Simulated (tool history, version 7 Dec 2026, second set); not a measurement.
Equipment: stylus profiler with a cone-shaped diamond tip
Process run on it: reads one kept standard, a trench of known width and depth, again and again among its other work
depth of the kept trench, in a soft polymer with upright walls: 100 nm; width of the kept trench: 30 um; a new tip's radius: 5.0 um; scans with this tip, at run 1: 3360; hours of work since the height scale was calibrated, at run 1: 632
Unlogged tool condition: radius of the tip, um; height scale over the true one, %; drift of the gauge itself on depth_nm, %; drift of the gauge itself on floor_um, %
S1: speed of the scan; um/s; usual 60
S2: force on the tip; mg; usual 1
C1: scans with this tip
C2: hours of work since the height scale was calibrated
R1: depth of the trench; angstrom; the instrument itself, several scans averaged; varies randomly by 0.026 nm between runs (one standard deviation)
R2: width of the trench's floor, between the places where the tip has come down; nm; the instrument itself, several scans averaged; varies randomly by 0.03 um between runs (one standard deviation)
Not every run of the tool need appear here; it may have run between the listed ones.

{"run": 1, "hour": 0.0, "S1": 60, "S2": 1, "C1": 3360, "C2": 632, "R1": 1009.2, "R2": 27720}
{"run": 2, "hour": 23.0, "S1": 60, "S2": 1, "C1": 3436, "C2": 646, "R1": 1009.1, "R2": 27780}
{"run": 3, "hour": 57.0, "S1": 60, "S2": 1, "C1": 3548, "C2": 667, "R1": 1008.8, "R2": 27820}
{"run": 4, "hour": 71.4, "S1": 60, "S2": 1, "C1": 3596, "C2": 676, "R1": 1008.9, "R2": 27780}
{"run": 5, "hour": 88.1, "S1": 60, "S2": 2.37, "C1": 3651, "C2": 687, "R1": 1016.3, "R2": 27850}
{"run": 6, "hour": 119.3, "S1": 60, "S2": 2.37, "C1": 3754, "C2": 706, "R1": 1015.9, "R2": 27840}
{"run": 7, "hour": 146.1, "S1": 60, "S2": 2.37, "C1": 3843, "C2": 723, "R1": 1015.7, "R2": 27850}
{"run": 8, "hour": 173.0, "S1": 60, "S2": 1, "C1": 3932, "C2": 739, "R1": 1009.6, "R2": 27780}
{"run": 9, "hour": 207.5, "S1": 60, "S2": 1, "C1": 4046, "C2": 761, "R1": 1009.2, "R2": 27740}
{"run": 10, "hour": 230.1, "S1": 60, "S2": 1, "C1": 4121, "C2": 775, "R1": 1009.1, "R2": 27840}
{"run": 11, "hour": 259.5, "S1": 60, "S2": 1, "C1": 4219, "C2": 793, "R1": 1008.7, "R2": 27800}
{"run": 12, "hour": 280.7, "S1": 60, "S2": 1, "C1": 4289, "C2": 806, "R1": 1009.1, "R2": 27810}
{"run": 13, "hour": 306.0, "S1": 60, "S2": 1, "C1": 4372, "C2": 822, "R1": 1009.2, "R2": 27780}
{"run": 14, "hour": 340.9, "S1": 60, "S2": 1, "C1": 4488, "C2": 844, "R1": 1008.5, "R2": 27780}
{"run": 15, "hour": 369.6, "S1": 60, "S2": 1, "C1": 4583, "C2": 862, "R1": 1009.4, "R2": 27780}
{"run": 16, "hour": 394.0, "S1": 60, "S2": 1, "C1": 4664, "C2": 877, "R1": 1009.5, "R2": 27760}
{"run": 17, "hour": 419.0, "S1": 60, "S2": 1, "C1": 4746, "C2": 893, "R1": 1009.5, "R2": 27790}
{"run": 18, "hour": 447.6, "S1": 60, "S2": 1, "C1": 4841, "C2": 910, "R1": 1008.7, "R2": 27810}
{"run": 19, "hour": 480.9, "S1": 60, "S2": 1.41, "C1": 4951, "C2": 931, "R1": 1011.3, "R2": 27770}
{"run": 20, "hour": 509.0, "S1": 60, "S2": 1.41, "C1": 5044, "C2": 949, "R1": 1011.3, "R2": 27850}
{"hour": 531.6, "done": "height scale calibrated on a step standard"}
{"run": 21, "hour": 531.9, "S1": 137, "S2": 1.17, "C1": 5118, "C2": 0, "R1": 1010.2, "R2": 27550}
{"run": 22, "hour": 558.0, "S1": 176, "S2": 1.17, "C1": 5205, "C2": 16, "R1": 1010.1, "R2": 27410}
{"run": 23, "hour": 593.6, "S1": 42, "S2": 0.36, "C1": 5323, "C2": 39, "R1": 1004.2, "R2": 27740}
{"run": 24, "hour": 626.9, "S1": 42, "S2": 0.36, "C1": 5433, "C2": 59, "R1": 1004.7, "R2": 27770}
{"run": 25, "hour": 648.1, "S1": 16, "S2": 0.45, "C1": 5503, "C2": 73, "R1": 1005.6, "R2": 27880}
{"run": 26, "hour": 678.6, "S1": 82, "S2": 0.45, "C1": 5604, "C2": 92, "R1": 1004.6, "R2": 27540}
{"run": 27, "hour": 696.4, "S1": 212, "S2": 1.86, "C1": 5663, "C2": 103, "R1": 1013.5, "R2": 27380}
{"run": 28, "hour": 717.8, "S1": 26, "S2": 2.51, "C1": 5734, "C2": 116, "R1": 1016.5, "R2": 27970}
{"run": 29, "hour": 743.4, "S1": 213, "S2": 0.5, "C1": 5819, "C2": 132, "R1": 1006.2, "R2": 26940}
{"run": 30, "hour": 765.2, "S1": 195, "S2": 0.49, "C1": 5891, "C2": 145, "R1": 1005.8, "R2": 27000}
{"run": 31, "hour": 794.5, "S1": 200, "S2": 1.55, "C1": 5988, "C2": 164, "R1": 1011.4, "R2": 27430}
{"run": 32, "hour": 814.6, "S1": 60, "S2": 1.45, "C1": 6054, "C2": 176, "R1": 1011.2, "R2": 27770}
{"run": 33, "hour": 829.0, "S1": 228, "S2": 0.52, "C1": 6102, "C2": 185, "R1": 1006, "R2": 26850}
{"run": 34, "hour": 850.1, "S1": 27, "S2": 0.41, "C1": 6172, "C2": 198, "R1": 1005.1, "R2": 27840}
{"run": 35, "hour": 882.4, "S1": 221, "S2": 2.01, "C1": 6279, "C2": 218, "R1": 1014.3, "R2": 27410}
{"run": 36, "hour": 903.3, "S1": 221, "S2": 2.01, "C1": 6348, "C2": 231, "R1": 1014.3, "R2": 27390}
{"run": 37, "hour": 922.0, "S1": 75, "S2": 1, "C1": 6410, "C2": 243, "R1": 1009.2, "R2": 27680}
{"run": 38, "hour": 957.2, "S1": 46, "S2": 1.91, "C1": 6526, "C2": 265, "R1": 1013.7, "R2": 27930}
{"run": 39, "hour": 984.7, "S1": 64, "S2": 1.64, "C1": 6617, "C2": 282, "R1": 1012.3, "R2": 27850}

Each row is a separate what-if for the run after 39, all from the same tool condition, not one after another. Results?
{"run": "A", "hour": 1016.8, "S1": 60, "S2": 0.34, "C1": 6723, "C2": 302, "R1": "?", "R2": "?"}
{"run": "B", "hour": 1016.8, "S1": 119, "S2": 1.78, "C1": 6723, "C2": 302, "R1": "?", "R2": "?"}
{"run": "C", "hour": 1016.8, "S1": 64, "S2": 2.07, "C1": 6723, "C2": 302, "R1": "?", "R2": "?"}
{"run": "D", "hour": 1016.8, "S1": 91, "S2": 1.98, "C1": 6723, "C2": 302, "R1": "?", "R2": "?"}

run=A R1=1004.6 R2=27620
run=B R1=1013.6 R2=27650
run=C R1=1014.7 R2=27840
run=D R1=1014.8 R2=27780
Take away the tool's hidden state, keep each run's random variation, and the runs would have read:
run=A R1=1004.6 R2=27620
run=B R1=1013.6 R2=27660
run=C R1=1014.7 R2=27850
run=D R1=1014.8 R2=27790
